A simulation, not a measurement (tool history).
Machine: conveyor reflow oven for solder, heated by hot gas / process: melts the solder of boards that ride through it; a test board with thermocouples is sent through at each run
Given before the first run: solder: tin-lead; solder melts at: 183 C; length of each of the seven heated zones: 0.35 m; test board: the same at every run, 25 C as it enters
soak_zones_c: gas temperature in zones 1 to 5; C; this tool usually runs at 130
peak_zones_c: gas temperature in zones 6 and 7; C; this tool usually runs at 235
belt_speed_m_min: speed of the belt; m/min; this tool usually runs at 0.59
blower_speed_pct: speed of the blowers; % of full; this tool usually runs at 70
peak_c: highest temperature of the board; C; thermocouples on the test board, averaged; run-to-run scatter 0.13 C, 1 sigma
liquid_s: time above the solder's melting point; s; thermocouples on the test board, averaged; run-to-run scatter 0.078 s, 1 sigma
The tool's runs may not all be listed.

Run 1, hour 0: usual settings. Result: peak_c 218 C, liquid_s 52.03 s.
Run 2, hour 9: usual settings but peak_zones_c 230 C. Result: peak_c 213.7 C, liquid_s 48.68 s.
Run 3, hour 21.6: usual settings but soak_zones_c 120 C, peak_zones_c 230 C. Result: peak_c 212.1 C, liquid_s 44.45 s.
Run 4, hour 34.3: usual settings but blower_speed_pct 74 % of full. Result: peak_c 219.1 C, liquid_s 52.93 s.
Run 5, hour 40.2: usual settings but blower_speed_pct 74 % of full. Result: peak_c 219.2 C, liquid_s 52.97 s.
Run 6, hour 53.5: usual settings but blower_speed_pct 74 % of full. Result: peak_c 218.9 C, liquid_s 52.96 s.
At hour 58.7: belt drive overhauled, speed set with a stopwatch.
Run 7, hour 65.5: usual settings but peak_zones_c 243 C. Result: peak_c 225 C, liquid_s 56.9 s.
Run 8, hour 79: usual settings but peak_zones_c 236 C. Result: peak_c 218.8 C, liquid_s 52.75 s.
Run 9, hour 90.3: usual settings but soak_zones_c 122 C, peak_zones_c 243 C, belt_speed_m_min 0.667 m/min, blower_speed_pct 81 % of full. Result: peak_c 222.4 C, liquid_s 46.66 s.
Run 10, hour 96.8: usual settings but soak_zones_c 122 C, belt_speed_m_min 0.477 m/min, blower_speed_pct 84 % of full. Result: peak_c 225.9 C, liquid_s 70.83 s.
Run 11, hour 107.6: usual settings but soak_zones_c 122 C, belt_speed_m_min 0.477 m/min, blower_speed_pct 84 % of full. Result: peak_c 226 C, liquid_s 70.79 s.

4 options for the next run, each taken on its own from the tool as it stands now. Forecast them:
Run A, hour 121.1: usual settings but soak_zones_c 122 C, belt_speed_m_min 0.477 m/min, blower_speed_pct 54 % of full. Result: peak_c ?, liquid_s ?.
Run B, hour 121.1: usual settings but peak_zones_c 249 C, belt_speed_m_min 0.505 m/min, blower_speed_pct 83 % of full. Result: peak_c ?, liquid_s ?.
Run C, hour 121.1: usual settings but soak_zones_c 135 C, belt_speed_m_min 0.544 m/min, blower_speed_pct 62 % of full. Result: peak_c ?, liquid_s ?.
Run D, hour 121.1: usual settings but soak_zones_c 120 C, peak_zones_c 232 C, belt_speed_m_min 0.477 m/min, blower_speed_pct 54 % of full. Result: peak_c ?, liquid_s ?.

run  peak_c  liquid_s
  A   218.5     62.77
  B   238.2     74.91
  C   218.9     59.02
  D   215.3     59.34
Take away the tool's hidden state, keep each run's random variation, and the runs would have read:
run  peak_c  liquid_s
  A   219.8      63.4
  B   239.9      74.9
  C   220.4     59.63
  D   216.6     60.14
